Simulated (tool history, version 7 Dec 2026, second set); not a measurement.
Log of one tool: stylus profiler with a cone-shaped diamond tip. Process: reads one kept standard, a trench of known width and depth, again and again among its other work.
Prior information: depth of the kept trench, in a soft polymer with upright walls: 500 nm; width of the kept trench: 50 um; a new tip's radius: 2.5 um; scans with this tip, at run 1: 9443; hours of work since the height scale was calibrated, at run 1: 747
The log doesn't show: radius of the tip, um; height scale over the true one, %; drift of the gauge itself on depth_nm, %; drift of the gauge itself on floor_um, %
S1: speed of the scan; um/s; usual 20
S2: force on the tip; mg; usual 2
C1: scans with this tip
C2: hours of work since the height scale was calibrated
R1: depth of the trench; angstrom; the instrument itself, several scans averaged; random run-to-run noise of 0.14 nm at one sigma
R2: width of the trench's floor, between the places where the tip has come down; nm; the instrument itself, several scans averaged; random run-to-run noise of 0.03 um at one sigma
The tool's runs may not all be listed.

| run | hour | S1 | S2 | C1 | C2 | R1 | R2 |
|---|---|---|---|---|---|---|---|
| 1 | 0 | 20 | 2 | 9443 | 747 | 5069.1 | 45950 |
| 2 | 49.2 | 20 | 2 | 9609 | 781 | 5067.6 | 45950 |
| 3 | 81 | 20 | 2 | 9716 | 802 | 5070.7 | 46000 |
| 4 | 132.7 | 20 | 2 | 9890 | 838 | 5066.5 | 45890 |
| 5 | 181.2 | 20 | 2 | 10054 | 871 | 5069.5 | 45900 |
| 6 | 234.3 | 20 | 2 | 10233 | 907 | 5071 | 45890 |
| 7 | 286.9 | 20 | 2 | 10410 | 943 | 5070.8 | 45930 |
| 8 | 334 | 20 | 2 | 10569 | 975 | 5072.1 | 45870 |
| 9 | 399.5 | 20 | 2 | 10790 | 1020 | 5071.9 | 45840 |
| 10 | 444.7 | 20 | 2 | 10942 | 1051 | 5071.7 | 45820 |
| 11 | 483.3 | 20 | 2 | 11072 | 1077 | 5072 | 45820 |
| 12 | 550.6 | 20 | 2 | 11299 | 1123 | 5073.3 | 45830 |
|  | 582.2 | height scale calibrated on a step standard |
| 13 | 586 | 20 | 2 | 11417 | 3 | 5058.9 | 45740 |
| 14 | 652.1 | 20 | 2 | 11640 | 48 | 5060.9 | 45830 |
| 15 | 705.4 | 32 | 2 | 11820 | 84 | 5060.2 | 45790 |
| 16 | 737 | 20 | 2 | 11926 | 106 | 5060.3 | 45760 |
| 17 | 775.1 | 20 | 2 | 12055 | 132 | 5058.8 | 45750 |
| 18 | 830.3 | 11 | 2 | 12240 | 169 | 5058.6 | 45800 |
| 19 | 894.8 | 11 | 2 | 12458 | 213 | 5061.1 | 45770 |
| 20 | 943.1 | 20 | 2 | 12621 | 246 | 5060.2 | 45660 |
| 21 | 993.5 | 20 | 2 | 12791 | 281 | 5062.2 | 45720 |
| 22 | 1026.1 | 20 | 1.63 | 12901 | 303 | 5054.7 | 45640 |
| 23 | 1079.8 | 20 | 1.63 | 13082 | 340 | 5056.3 | 45660 |
| 24 | 1134.5 | 20 | 1.63 | 13266 | 377 | 5057.9 | 45600 |
| 25 | 1193.3 | 20 | 1.63 | 13465 | 417 | 5055.4 | 45610 |
| 26 | 1232.2 | 13 | 4.78 | 13595 | 444 | 5109.7 | 45660 |
| 27 | 1274.8 | 5 | 2.23 | 13739 | 473 | 5069.8 | 45650 |
| 28 | 1339 | 57 | 1.4 | 13956 | 517 | 5052 | 45520 |
| 29 | 1381.1 | 13 | 2.94 | 14098 | 545 | 5083.7 | 45580 |
| 30 | 1417 | 41 | 4.53 | 14218 | 570 | 5107.8 | 45510 |
| 31 | 1450.7 | 7 | 5.74 | 14332 | 593 | 5126.7 | 45590 |
| 32 | 1482.9 | 63 | 2.63 | 14441 | 615 | 5077.4 | 45410 |
| 33 | 1519.9 | 63 | 2.63 | 14565 | 640 | 5079.1 | 45470 |
| 34 | 1558.1 | 6 | 3.8 | 14694 | 666 | 5096 | 45580 |
| 35 | 1612.2 | 67 | 3.46 | 14877 | 703 | 5091.6 | 45460 |
| 36 | 1669 | 8 | 0.9 | 15068 | 742 | 5039.9 | 45480 |
| 37 | 1724.4 | 8 | 0.9 | 15255 | 780 | 5041.7 | 45500 |
| 38 | 1764.4 | 8 | 0.9 | 15390 | 807 | 5042.2 | 45480 |
| 39 | 1827.1 | 14 | 1.42 | 15601 | 850 | 5054.4 | 45490 |
| 40 | 1875.6 | 20 | 4.46 | 15765 | 883 | 5111.3 | 45480 |
| 41 | 1942.5 | 35 | 3.18 | 15990 | 928 | 5088.5 | 45410 |
| 42 | 1984.4 | 9 | 0.88 | 16131 | 957 | 5043.7 | 45420 |
| 43 | 2021.5 | 74 | 1.53 | 16257 | 982 | 5059.6 | 45310 |
| 44 | 2077.2 | 74 | 1.53 | 16444 | 1020 | 5060.8 | 45280 |
| 45 | 2128.4 | 66 | 0.83 | 16617 | 1055 | 5042.7 | 45210 |
| 46 | 2168.6 | 66 | 0.83 | 16753 | 1083 | 5042.8 | 45210 |

The same runs without the tool's hidden state, with the same run-to-run variation:
| run | R1 | R2 |
|---|---|---|
| 1 | 5060.2 | 46930 |
| 2 | 5058.5 | 46940 |
| 3 | 5061.2 | 47000 |
| 4 | 5056.7 | 46910 |
| 5 | 5059.4 | 46930 |
| 6 | 5060.5 | 46940 |
| 7 | 5059.9 | 47000 |
| 8 | 5060.9 | 46950 |
| 9 | 5060.2 | 46940 |
| 10 | 5059.6 | 46940 |
| 11 | 5059.7 | 46950 |
| 12 | 5060.5 | 46980 |
| 13 | 5059.3 | 46900 |
| 14 | 5060.9 | 47010 |
| 15 | 5059.8 | 46990 |
| 16 | 5059.7 | 46960 |
| 17 | 5057.9 | 46960 |
| 18 | 5057.4 | 47030 |
| 19 | 5059.4 | 47010 |
| 20 | 5058.2 | 46930 |
| 21 | 5059.8 | 47000 |
| 22 | 5052.1 | 46930 |
| 23 | 5053.4 | 46960 |
| 24 | 5054.5 | 46920 |
| 25 | 5051.6 | 46940 |
| 26 | 5105.6 | 47010 |
| 27 | 5065.3 | 47010 |
| 28 | 5047.2 | 46900 |
| 29 | 5078.5 | 46970 |
| 30 | 5102.3 | 46920 |
| 31 | 5121 | 47000 |
| 32 | 5071.5 | 46830 |
| 33 | 5072.9 | 46900 |
| 34 | 5089.5 | 47020 |
| 35 | 5084.8 | 46920 |
| 36 | 5032.7 | 46950 |
| 37 | 5034.2 | 46990 |
| 38 | 5034.3 | 46970 |
| 39 | 5046 | 47010 |
| 40 | 5102.5 | 47000 |
| 41 | 5079.3 | 46950 |
| 42 | 5034.2 | 46970 |
| 43 | 5049.8 | 46880 |
| 44 | 5050.6 | 46860 |
| 45 | 5032.1 | 46810 |
| 46 | 5031.9 | 46820 |

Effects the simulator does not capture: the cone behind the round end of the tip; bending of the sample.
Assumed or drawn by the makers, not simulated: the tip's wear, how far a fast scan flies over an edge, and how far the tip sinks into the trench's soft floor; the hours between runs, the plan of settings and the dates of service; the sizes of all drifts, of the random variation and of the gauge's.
